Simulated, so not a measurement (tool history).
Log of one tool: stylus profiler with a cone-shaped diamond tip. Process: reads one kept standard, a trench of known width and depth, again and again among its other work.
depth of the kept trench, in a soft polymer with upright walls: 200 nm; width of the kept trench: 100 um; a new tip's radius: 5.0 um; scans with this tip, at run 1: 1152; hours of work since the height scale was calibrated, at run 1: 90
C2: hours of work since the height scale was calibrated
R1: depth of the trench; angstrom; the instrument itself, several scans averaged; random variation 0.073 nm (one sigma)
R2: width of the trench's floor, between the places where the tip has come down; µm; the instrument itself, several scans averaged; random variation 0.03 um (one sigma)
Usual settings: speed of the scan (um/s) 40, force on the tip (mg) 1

{"run": 1, "day": 0.0, "speed of the scan (um/s)": 40, "force on the tip (mg)": 1, "scans with this tip": 1152, "C2": 90, "R1": 2006.4, "R2": 96.75}
{"run": 2, "day": 2.254, "speed of the scan (um/s)": 40, "force on the tip (mg)": 1, "scans with this tip": 1593, "C2": 125, "R1": 2006.5, "R2": 96.72}
{"run": 3, "day": 5.371, "speed of the scan (um/s)": 40, "force on the tip (mg)": 1, "scans with this tip": 2201, "C2": 172, "R1": 2006, "R2": 96.68}
{"run": 4, "day": 10.262, "speed of the scan (um/s)": 143, "force on the tip (mg)": 1, "scans with this tip": 3157, "C2": 247, "R1": 2005.6, "R2": 95.69}
{"run": 5, "day": 13.167, "speed of the scan (um/s)": 40, "force on the tip (mg)": 2.56, "scans with this tip": 3724, "C2": 292, "R1": 2010.4, "R2": 96.8}
{"run": 6, "day": 17.054, "speed of the scan (um/s)": 40, "force on the tip (mg)": 1, "scans with this tip": 4484, "C2": 351, "R1": 2005.4, "R2": 96.56}
{"run": 7, "day": 21.883, "speed of the scan (um/s)": 40, "force on the tip (mg)": 1.05, "scans with this tip": 5428, "C2": 425, "R1": 2004.3, "R2": 96.51}
{"run": 8, "day": 25.812, "speed of the scan (um/s)": 40, "force on the tip (mg)": 1.05, "scans with this tip": 6196, "C2": 485, "R1": 2004.3, "R2": 96.45}
{"run": 9, "day": 28.833, "speed of the scan (um/s)": 40, "force on the tip (mg)": 1, "scans with this tip": 6786, "C2": 532, "R1": 2002.9, "R2": 96.45}
{"run": 10, "day": 33.0, "speed of the scan (um/s)": 40, "force on the tip (mg)": 1, "scans with this tip": 7600, "C2": 595, "R1": 2002.3, "R2": 96.44}
{"run": 11, "day": 37.288, "speed of the scan (um/s)": 40, "force on the tip (mg)": 1.12, "scans with this tip": 8437, "C2": 661, "R1": 2004, "R2": 96.41}
{"run": 12, "day": 40.746, "speed of the scan (um/s)": 40, "force on the tip (mg)": 1.12, "scans with this tip": 9113, "C2": 714, "R1": 2002.4, "R2": 96.37}
{"run": 13, "day": 45.433, "speed of the scan (um/s)": 40, "force on the tip (mg)": 1.12, "scans with this tip": 10029, "C2": 786, "R1": 2001.3, "R2": 96.27}
{"run": 14, "day": 48.871, "speed of the scan (um/s)": 85, "force on the tip (mg)": 1, "scans with this tip": 10701, "C2": 838, "R1": 2002.3, "R2": 95.81}
{"run": 15, "day": 53.875, "speed of the scan (um/s)": 85, "force on the tip (mg)": 1, "scans with this tip": 11679, "C2": 915, "R1": 2000.1, "R2": 95.76}
{"run": 16, "day": 55.917, "speed of the scan (um/s)": 85, "force on the tip (mg)": 1, "scans with this tip": 12078, "C2": 946, "R1": 2001.2, "R2": 95.67}
{"run": 17, "day": 60.992, "speed of the scan (um/s)": 40, "force on the tip (mg)": 1, "scans with this tip": 13070, "C2": 1024, "R1": 2000.8, "R2": 96.13}
{"run": 18, "day": 63.05, "speed of the scan (um/s)": 40, "force on the tip (mg)": 1, "scans with this tip": 13471, "C2": 1055, "R1": 2001.2, "R2": 96.1}
{"run": 19, "day": 65.542, "speed of the scan (um/s)": 81, "force on the tip (mg)": 1.5, "scans with this tip": 13958, "C2": 1093, "R1": 2003.7, "R2": 95.8}
{"run": 20, "day": 69.746, "speed of the scan (um/s)": 81, "force on the tip (mg)": 1.5, "scans with this tip": 14780, "C2": 1158, "R1": 2001.2, "R2": 95.73}
{"run": 21, "day": 74.454, "speed of the scan (um/s)": 81, "force on the tip (mg)": 1.5, "scans with this tip": 15700, "C2": 1230, "R1": 2001.5, "R2": 95.69}
{"run": 22, "day": 77.021, "speed of the scan (um/s)": 44, "force on the tip (mg)": 1.24, "scans with this tip": 16201, "C2": 1269, "R1": 1998.5, "R2": 95.95}
{"run": 23, "day": 80.004, "speed of the scan (um/s)": 44, "force on the tip (mg)": 1.24, "scans with this tip": 16785, "C2": 1315, "R1": 1999.6, "R2": 95.95}
{"run": 24, "day": 83.446, "speed of the scan (um/s)": 44, "force on the tip (mg)": 1.24, "scans with this tip": 17457, "C2": 1368, "R1": 1999.9, "R2": 95.9}
{"run": 25, "day": 85.733, "speed of the scan (um/s)": 44, "force on the tip (mg)": 1.24, "scans with this tip": 17904, "C2": 1403, "R1": 1997.7, "R2": 95.9}
{"run": 26, "day": 88.742, "speed of the scan (um/s)": 44, "force on the tip (mg)": 1.24, "scans with this tip": 18492, "C2": 1449, "R1": 1998.2, "R2": 95.8}
{"run": 27, "day": 92.125, "speed of the scan (um/s)": 115, "force on the tip (mg)": 0.75, "scans with this tip": 19153, "C2": 1500, "R1": 1996, "R2": 94.86}
{"run": 28, "day": 94.904, "speed of the scan (um/s)": 115, "force on the tip (mg)": 0.75, "scans with this tip": 19696, "C2": 1543, "R1": 1994.3, "R2": 94.92}
{"run": 29, "day": 98.729, "speed of the scan (um/s)": 115, "force on the tip (mg)": 0.75, "scans with this tip": 20444, "C2": 1602, "R1": 1993.3, "R2": 94.87}
{"day": 103.471, "done": "height scale calibrated on a step standard"}
{"run": 30, "day": 103.533, "speed of the scan (um/s)": 17, "force on the tip (mg)": 0.62, "scans with this tip": 21378, "C2": 1, "R1": 2006.7, "R2": 95.88}
{"run": 31, "day": 107.812, "speed of the scan (um/s)": 16, "force on the tip (mg)": 0.73, "scans with this tip": 22214, "C2": 66, "R1": 2005.2, "R2": 95.87}
{"run": 32, "day": 110.821, "speed of the scan (um/s)": 51, "force on the tip (mg)": 1.94, "scans with this tip": 22802, "C2": 113, "R1": 2010.5, "R2": 95.73}
{"run": 33, "day": 114.742, "speed of the scan (um/s)": 68, "force on the tip (mg)": 0.39, "scans with this tip": 23568, "C2": 173, "R1": 2001.8, "R2": 94.89}
{"run": 34, "day": 118.167, "speed of the scan (um/s)": 12, "force on the tip (mg)": 0.6, "scans with this tip": 24237, "C2": 225, "R1": 2004.6, "R2": 95.81}
{"run": 35, "day": 120.267, "speed of the scan (um/s)": 42, "force on the tip (mg)": 1.82, "scans with this tip": 24647, "C2": 257, "R1": 2009.5, "R2": 95.66}
{"run": 36, "day": 122.846, "speed of the scan (um/s)": 42, "force on the tip (mg)": 1.82, "scans with this tip": 25152, "C2": 297, "R1": 2009.7, "R2": 95.64}

5 ways to go on from here, each from the tool as it stands after run 36. What would each give?
{"run": "A", "day": 125.538, "speed of the scan (um/s)": 42, "force on the tip (mg)": 0.72, "scans with this tip": 25677, "C2": 338, "R1": "?", "R2": "?"}
{"run": "B", "day": 125.538, "speed of the scan (um/s)": 40, "force on the tip (mg)": 1.12, "scans with this tip": 25677, "C2": 338, "R1": "?", "R2": "?"}
{"run": "C", "day": 125.538, "speed of the scan (um/s)": 129, "force on the tip (mg)": 1, "scans with this tip": 25677, "C2": 338, "R1": "?", "R2": "?"}
{"run": "D", "day": 125.538, "speed of the scan (um/s)": 22, "force on the tip (mg)": 1.81, "scans with this tip": 25677, "C2": 338, "R1": "?", "R2": "?"}
{"run": "E", "day": 125.538, "speed of the scan (um/s)": 137, "force on the tip (mg)": 0.65, "scans with this tip": 25677, "C2": 338, "R1": "?", "R2": "?"}

run=A R1=2003.4 R2=95.44
run=B R1=2005.5 R2=95.55
run=C R1=2004.2 R2=94.65
run=D R1=2010 R2=95.73
run=E R1=2004.3 R2=94.23
Without the tool's hidden state the same runs would have given:
run=A R1=2005.8 R2=96.72
run=B R1=2007.8 R2=96.83
run=C R1=2006.6 R2=95.93
run=D R1=2012.3 R2=97.01
run=E R1=2006.6 R2=95.51

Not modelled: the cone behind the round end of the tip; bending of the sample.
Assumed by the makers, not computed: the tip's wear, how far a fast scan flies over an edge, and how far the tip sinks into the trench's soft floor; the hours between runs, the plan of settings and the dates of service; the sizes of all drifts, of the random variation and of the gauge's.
